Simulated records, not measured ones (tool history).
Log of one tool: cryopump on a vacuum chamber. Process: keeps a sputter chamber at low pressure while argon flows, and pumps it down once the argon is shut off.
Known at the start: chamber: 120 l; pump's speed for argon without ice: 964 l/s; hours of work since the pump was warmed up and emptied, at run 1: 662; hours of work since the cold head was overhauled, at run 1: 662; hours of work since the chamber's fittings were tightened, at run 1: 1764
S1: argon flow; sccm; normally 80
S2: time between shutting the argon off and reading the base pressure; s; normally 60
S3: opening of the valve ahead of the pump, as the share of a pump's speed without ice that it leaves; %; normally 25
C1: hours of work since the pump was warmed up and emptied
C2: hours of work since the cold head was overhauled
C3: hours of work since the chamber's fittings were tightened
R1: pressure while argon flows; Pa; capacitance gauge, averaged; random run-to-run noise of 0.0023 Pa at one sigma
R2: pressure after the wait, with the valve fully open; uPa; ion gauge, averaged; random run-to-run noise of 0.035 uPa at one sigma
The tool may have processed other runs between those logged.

run    hour   S1   S2  S3   C1    C2    C3      R1    R2
  1       0   80   60  25  662   662  1764  0.5995  5.15
  2    30.3   80  178  25  686   686  1788  0.6029   4.3
  3    64.8   80   46  25  712   712  1815  0.6039  5.73
  4   116.8   80  262  25  753   753  1855  0.6084   4.2
  5   157.7   80  262  25  784   784  1887  0.6078  4.38
  6   184.1   80   60  45  805   805  1907   0.358  5.61
  7     238   80   60  25  847   847  1949  0.6152  5.75
  8     277   80   60  25  877   877  1979  0.6181  5.92
      295.6  -- pump warmed up, emptied and cooled again
  9     323   80   60  25   21   909  2011  0.5669  4.76
 10   356.4   80   60  25   47   935  2037  0.5672  4.83
 11   413.2   80   60  25   91   979  2081  0.5673  4.99
 12   446.5   80   60  25  117  1005  2107   0.568  4.94
 13   485.4   80   60  25  147  1035  2137  0.5732  5.05
      531.9  -- leaking fittings of the chamber tightened, without venting
 14   547.4   80   60  25  194  1081    12  0.5759  1.96
 15   592.4   80   60  25  229  1116    47  0.5739  2.02
 16   619.3   80   60  25  250  1137    68  0.5756  2.07
 17   669.2   80   60  25  288  1176   107  0.5749  2.15
 18     695   80   60  25  308  1196   127  0.5771  2.18
 19   750.7   58  270  25  352  1239   170  0.4209  1.04
 20   806.2   58  270  19  395  1282   213   0.552  1.16
 21   832.9   58  270  19  415  1303   234  0.5527  1.08
 22   867.7   58  270  19  442  1330   261  0.5543  1.19
 23   918.3   63   31  17  482  1369   300  0.6667  4.07
 24   968.4   82   31  43  521  1408   339  0.3621  4.07
 25   998.5  102  149  19  544  1431   362  0.9796  1.74
 26  1055.6   80   23  25  588  1476   406  0.5969  5.23
 27  1095.1   80   23  25  619  1506   437  0.5941  5.18

Run 28, settings as shown, results not yet in. Your forecast:
 28  1140.7  42  300  21  654  1542  472   ?   ?

For run 28 the tool returned R1 0.3679 Pa, R2 1.59 uPa.
Had the tool carried no hidden state, the very same run would have given R1 0.3486 Pa, R2 0.62 uPa.

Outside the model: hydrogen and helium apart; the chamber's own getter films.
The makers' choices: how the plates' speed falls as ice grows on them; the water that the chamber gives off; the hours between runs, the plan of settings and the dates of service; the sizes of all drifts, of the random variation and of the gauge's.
